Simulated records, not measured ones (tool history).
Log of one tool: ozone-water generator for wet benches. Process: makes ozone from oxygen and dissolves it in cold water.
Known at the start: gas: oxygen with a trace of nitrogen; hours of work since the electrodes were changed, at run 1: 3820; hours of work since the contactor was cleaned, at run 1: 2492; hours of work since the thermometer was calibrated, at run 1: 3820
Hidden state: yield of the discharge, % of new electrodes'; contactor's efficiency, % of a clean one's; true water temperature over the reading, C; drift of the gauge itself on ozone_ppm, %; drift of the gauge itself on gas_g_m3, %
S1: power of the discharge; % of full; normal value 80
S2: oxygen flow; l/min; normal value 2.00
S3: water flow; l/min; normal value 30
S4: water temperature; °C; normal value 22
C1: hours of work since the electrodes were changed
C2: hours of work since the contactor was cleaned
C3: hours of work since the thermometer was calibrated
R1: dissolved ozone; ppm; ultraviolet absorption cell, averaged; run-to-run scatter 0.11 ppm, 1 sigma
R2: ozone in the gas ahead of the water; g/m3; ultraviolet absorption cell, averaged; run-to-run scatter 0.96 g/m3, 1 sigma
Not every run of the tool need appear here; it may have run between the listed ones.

Run 1, day 0.000: usual settings; C1 3820; C2 2492; C3 3820. Result: R1 5.5 ppm, R2 163.6 g/m3.
Run 2, day 6.433: usual settings; C1 3948; C2 2621; C3 3948. Result: R1 5.5 ppm, R2 161.6 g/m3.
Run 3, day 10.608: usual settings; C1 4032; C2 2704; C3 4032. Result: R1 5.6 ppm, R2 162.7 g/m3.
Run 4, day 15.200: usual settings; C1 4123; C2 2796; C3 4123. Result: R1 5.5 ppm, R2 162.4 g/m3.
Run 5, day 20.517: usual settings; C1 4230; C2 2902; C3 4230. Result: R1 5.3 ppm, R2 164.0 g/m3.
Run 6, day 26.221: usual settings; C1 4344; C2 3016; C3 4344. Result: R1 5.4 ppm, R2 163.9 g/m3.
Run 7, day 29.667: usual settings; C1 4413; C2 3085; C3 4413. Result: R1 5.5 ppm, R2 163.9 g/m3.
Run 8, day 36.379: usual settings but S3 44 l/min; C1 4547; C2 3219; C3 4547. Result: R1 3.4 ppm, R2 163.8 g/m3.
Run 9, day 42.179: usual settings but S2 1.85 l/min; C1 4663; C2 3335; C3 4663. Result: R1 5.3 ppm, R2 168.7 g/m3.
Run 10, day 49.004: usual settings; C1 4799; C2 3472; C3 4799. Result: R1 5.4 ppm, R2 164.9 g/m3.
Run 11, day 53.162: usual settings but S4 17 °C; C1 4882; C2 3555; C3 4882. Result: R1 5.7 ppm, R2 166.1 g/m3.
Run 12, day 58.217: usual settings; C1 4983; C2 3656; C3 4983. Result: R1 5.6 ppm, R2 166.3 g/m3.
Run 13, day 63.617: usual settings but S3 22 l/min; C1 5091; C2 3764; C3 5091. Result: R1 8.0 ppm, R2 165.4 g/m3.
At day 66.567: water thermometer calibrated.
Run 14, day 68.508: usual settings but S3 22 l/min; C1 5189; C2 3861; C3 39. Result: R1 7.8 ppm, R2 167.3 g/m3.
At day 69.267: contactor cleaned.
Run 15, day 71.929: usual settings but S3 22 l/min; C1 5254; C2 53; C3 104. Result: R1 7.7 ppm, R2 164.4 g/m3.
Run 16, day 75.946: usual settings but S3 22 l/min; C1 5334; C2 134; C3 184. Result: R1 7.9 ppm, R2 165.6 g/m3.
Run 17, day 80.283: usual settings but S1 49 % of full, S4 26 °C; C1 5421; C2 220; C3 271. Result: R1 3.7 ppm, R2 116.8 g/m3.
Run 18, day 84.721: usual settings but S1 42 % of full, S2 2.66 l/min, S4 20 °C; C1 5510; C2 309; C3 360. Result: R1 4.0 ppm, R2 93.3 g/m3.
Run 19, day 89.325: usual settings but S1 42 % of full, S2 2.83 l/min, S4 20 °C; C1 5602; C2 401; C3 452. Result: R1 4.0 ppm, R2 90.4 g/m3.
Run 20, day 95.517: usual settings but S1 42 % of full, S2 2.83 l/min, S4 28 °C; C1 5725; C2 525; C3 575. Result: R1 3.7 ppm, R2 92.0 g/m3.
Run 21, day 100.933: usual settings but S1 42 % of full, S2 2.83 l/min, S4 28 °C; C1 5834; C2 633; C3 684. Result: R1 3.8 ppm, R2 91.7 g/m3.
At day 101.338: gauge calibrated.
Run 22, day 106.129: usual settings but S1 45 % of full, S2 1.98 l/min, S3 27 l/min, S4 17 °C; C1 5938; C2 737; C3 788. Result: R1 4.0 ppm, R2 106.3 g/m3.
Run 23, day 109.092: usual settings but S1 87 % of full, S2 1.05 l/min; C1 5997; C2 796; C3 847. Result: R1 4.2 ppm, R2 216.1 g/m3.
Run 24, day 114.121: usual settings but S3 20 l/min, S4 20 °C; C1 6097; C2 897; C3 947. Result: R1 9.1 ppm, R2 162.5 g/m3.
Run 25, day 119.538: usual settings but S1 50 % of full, S2 2.86 l/min, S3 24 l/min, S4 25 °C; C1 6206; C2 1005; C3 1056. Result: R1 5.7 ppm, R2 101.5 g/m3.
Run 26, day 123.708: usual settings but S1 97 % of full; C1 6289; C2 1088; C3 1139. Result: R1 6.5 ppm, R2 188.6 g/m3.
Run 27, day 130.325: usual settings but S1 97 % of full, S2 1.33 l/min; C1 6421; C2 1221; C3 1271. Result: R1 5.0 ppm, R2 216.4 g/m3.
Run 28, day 136.000: usual settings but S1 62 % of full, S2 1.15 l/min, S3 21 l/min; C1 6535; C2 1334; C3 1385. Result: R1 5.5 ppm, R2 165.0 g/m3.
Run 29, day 142.379: usual settings but S1 70 % of full, S2 1.15 l/min, S3 21 l/min; C1 6662; C2 1462; C3 1512. Result: R1 5.8 ppm, R2 179.0 g/m3.
Run 30, day 145.792: usual settings but S1 55 % of full, S2 3.03 l/min, S3 23 l/min, S4 20 °C; C1 6730; C2 1530; C3 1581. Result: R1 6.9 ppm, R2 108.5 g/m3.
Run 31, day 152.567: usual settings but S1 76 % of full, S2 1.14 l/min, S3 19 l/min, S4 30 °C; C1 6866; C2 1665; C3 1716. Result: R1 6.6 ppm, R2 191.5 g/m3.
Run 32, day 157.762: usual settings but S1 76 % of full, S2 1.14 l/min, S3 19 l/min, S4 30 °C; C1 6970; C2 1769; C3 1820. Result: R1 6.8 ppm, R2 192.8 g/m3.

Consider 5 possible next runs. They are alternatives, not a sequence: every one starts from the tool as it was left by run 32. What does each give?
Run A, day 162.000: usual settings but S3 21 l/min, S4 23 °C; C1 7054; C2 1854; C3 1905. Result: R1 ?, R2 ?.
Run B, day 162.000: usual settings but S1 99 % of full, S3 25 l/min, S4 30 °C; C1 7054; C2 1854; C3 1905. Result: R1 ?, R2 ?.
Run C, day 162.000: usual settings but S2 1.30 l/min, S3 31 l/min, S4 16 °C; C1 7054; C2 1854; C3 1905. Result: R1 ?, R2 ?.
Run D, day 162.000: usual settings but S2 3.00 l/min; C1 7054; C2 1854; C3 1905. Result: R1 ?, R2 ?.
Run E, day 162.000: usual settings but S1 76 % of full, S2 2.93 l/min, S3 41 l/min, S4 30 °C; C1 7054; C2 1854; C3 1905. Result: R1 ?, R2 ?.

run   R1     R2
  A  8.3  165.0
  B  7.7  194.4
  C  4.5  190.6
  D  6.7  145.1
  E  4.0  139.8
What these runs would have given with no unlogged condition in the tool:
run   R1     R2
  A  8.3  162.5
  B  7.7  191.6
  C  4.5  187.7
  D  6.7  142.9
  E  4.0  137.6
